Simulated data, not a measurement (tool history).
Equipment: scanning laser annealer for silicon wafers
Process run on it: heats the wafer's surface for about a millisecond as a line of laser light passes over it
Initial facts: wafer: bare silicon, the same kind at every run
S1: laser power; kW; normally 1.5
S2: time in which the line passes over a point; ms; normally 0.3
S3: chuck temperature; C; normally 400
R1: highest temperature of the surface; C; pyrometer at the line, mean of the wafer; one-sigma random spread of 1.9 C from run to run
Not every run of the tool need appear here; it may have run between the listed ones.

| run | hour | S1 | S2 | S3 | R1 |
|---|---|---|---|---|---|
| 1 | 0 | 1.5 | 0.3 | 400 | 1131 |
| 2 | 51.1 | 1.5 | 0.3 | 400 | 1124 |
| 3 | 93.3 | 1.5 | 0.3 | 400 | 1121 |
| 4 | 144.5 | 1.5 | 0.3 | 400 | 1118 |
| 5 | 182.7 | 1.5 | 0.3 | 364 | 1080 |
| 6 | 235.6 | 1.5 | 0.3 | 364 | 1075 |
| 7 | 279.1 | 1.5 | 0.3 | 364 | 1072 |
| 8 | 333.3 | 1.5 | 0.3 | 364 | 1069 |
| 9 | 381 | 1.5 | 0.3 | 364 | 1065 |
|  | 399.6 | window over the wafer cleaned |
| 10 | 414.7 | 1.538 | 0.3 | 364 | 1134 |
| 11 | 437 | 1.538 | 0.3 | 364 | 1134 |
| 12 | 464.2 | 1.582 | 0.3 | 411 | 1207 |
| 13 | 496.5 | 1.582 | 0.3 | 411 | 1204 |
| 14 | 546.1 | 1.349 | 0.327 | 390 | 1066 |
| 15 | 578.4 | 1.384 | 0.227 | 436 | 1007 |
| 16 | 626.3 | 1.384 | 0.227 | 436 | 1001 |
| 17 | 679.6 | 1.513 | 0.332 | 436 | 1215 |
| 18 | 709.7 | 1.402 | 0.3 | 431 | 1097 |
| 19 | 761.7 | 1.5 | 0.286 | 405 | 1108 |
| 20 | 798.8 | 1.64 | 0.334 | 405 | 1255 |
| 21 | 832.6 | 1.64 | 0.334 | 405 | 1253 |

What if the next run were any one of these 5? Each begins from the tool's condition after run 21:
| A | 864.7 | 1.64 | 0.245 | 366 | ? |
| B | 864.7 | 1.64 | 0.322 | 405 | ? |
| C | 864.7 | 1.647 | 0.303 | 433 | ? |
| D | 864.7 | 1.451 | 0.3 | 400 | ? |
| E | 864.7 | 1.475 | 0.25 | 378 | ? |

| run | R1 |
|---|---|
| A | 1080 |
| B | 1232 |
| C | 1240 |
| D | 1086 |
| E | 1012 |
Without the tool's hidden state the same runs would have given:
| run | R1 |
|---|---|
| A | 1141 |
| B | 1304 |
| C | 1309 |
| D | 1145 |
| E | 1066 |
